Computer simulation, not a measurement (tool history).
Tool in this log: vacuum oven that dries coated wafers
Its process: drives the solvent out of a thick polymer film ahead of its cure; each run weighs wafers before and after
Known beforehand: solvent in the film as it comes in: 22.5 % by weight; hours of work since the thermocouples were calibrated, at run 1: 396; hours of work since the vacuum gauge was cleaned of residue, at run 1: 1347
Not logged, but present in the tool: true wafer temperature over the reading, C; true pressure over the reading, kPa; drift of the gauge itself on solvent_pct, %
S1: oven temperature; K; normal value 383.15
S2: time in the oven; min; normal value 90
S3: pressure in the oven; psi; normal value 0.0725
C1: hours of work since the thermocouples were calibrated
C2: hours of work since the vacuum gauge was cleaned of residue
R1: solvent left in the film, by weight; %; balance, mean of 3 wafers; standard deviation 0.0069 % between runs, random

run     day      S1   S2      S3   C1    C2     R1
  1   0.000  383.15   90  0.0725  396  1347  1.517
  2   2.308  383.15   90  0.0725  427  1378  1.518
  3   3.617  383.15   90  0.0725  445  1395  1.514
  4   5.767  388.15   90  0.0725  473  1424  0.645
  5   7.008  388.15   90  0.0725  490  1440  0.622
  6   9.071  388.15   90  0.0725  518  1468  0.627
  7  10.433  388.15   90  0.0725  536  1486  0.625
  8  12.508  388.15   90  0.0725  564  1514  0.633
  9  14.662  388.15   90  0.0725  592  1543  0.636
 10  16.658  388.15   90  0.0725  619  1569  0.623
 11  18.008  383.15   90  0.0725  637  1588  1.484
     19.100  -- oven's thermocouples calibrated
 12  19.862  383.15   90  0.0725   10  1611  1.441
 13  21.596  383.15   90  0.0725   33  1634  1.426
 14  23.350  383.15   90  0.0725   57  1658  1.426
 15  25.654  383.15   90  0.0725   88  1689  1.435
 16  27.938  383.15   90  0.0725  118  1719  1.414
 17  29.438  383.15   90  0.0725  138  1739  1.423
 18  31.317  393.15   90  0.0458  163  1764  0.213
 19  33.667  372.15  106  0.2104  195  1796  4.686
 20  35.712  372.15  106  0.2104  222  1823  4.674
 21  37.033  385.15   90  0.0725  240  1841  1.005
 22  39.633  380.15  159  0.0687  275  1876  0.607
 23  42.242  380.15   88  0.0873  309  1910  2.314
 24  43.571  380.15   88  0.0499  327  1928  2.239
 25  45.521  380.15   88  0.0499  353  1954  2.238
 26  47.254  383.15   90  0.0596  377  1978  1.372
 27  48.900  383.15   90  0.0596  398  1999  1.363
 28  51.146  383.15   90  0.0596  429  2030  1.366
 29  53.271  383.15   62  0.0596  457  2058  2.920
 30  55.129  393.15  129  0.0725  482  2083  0.182
 31  57.304  368.15  147  0.0500  511  2112  4.072
 32  59.308  368.15  147  0.0500  538  2139  4.059
 33  61.946  368.15  147  0.0500  573  2174  4.048
 34  64.083  371.15  118  0.0725  602  2203  4.074

Below are 4 alternative next runs, each starting from the tool's condition after run 34. Predict each:
  A  66.483  371.15  100  0.1748  634  2235   ?
  B  66.483  375.15   53  0.0725  634  2235   ?
  C  66.483  375.15   78  0.0725  634  2235   ?
  D  66.483  371.15   70  0.0725  634  2235   ?

run     R1
  A  5.311
  B  7.300
  C  4.808
  D  7.374
Without the tool's unlogged condition, the same runs would have read:
run     R1
  A  5.380
  B  7.407
  C  4.886
  D  7.469
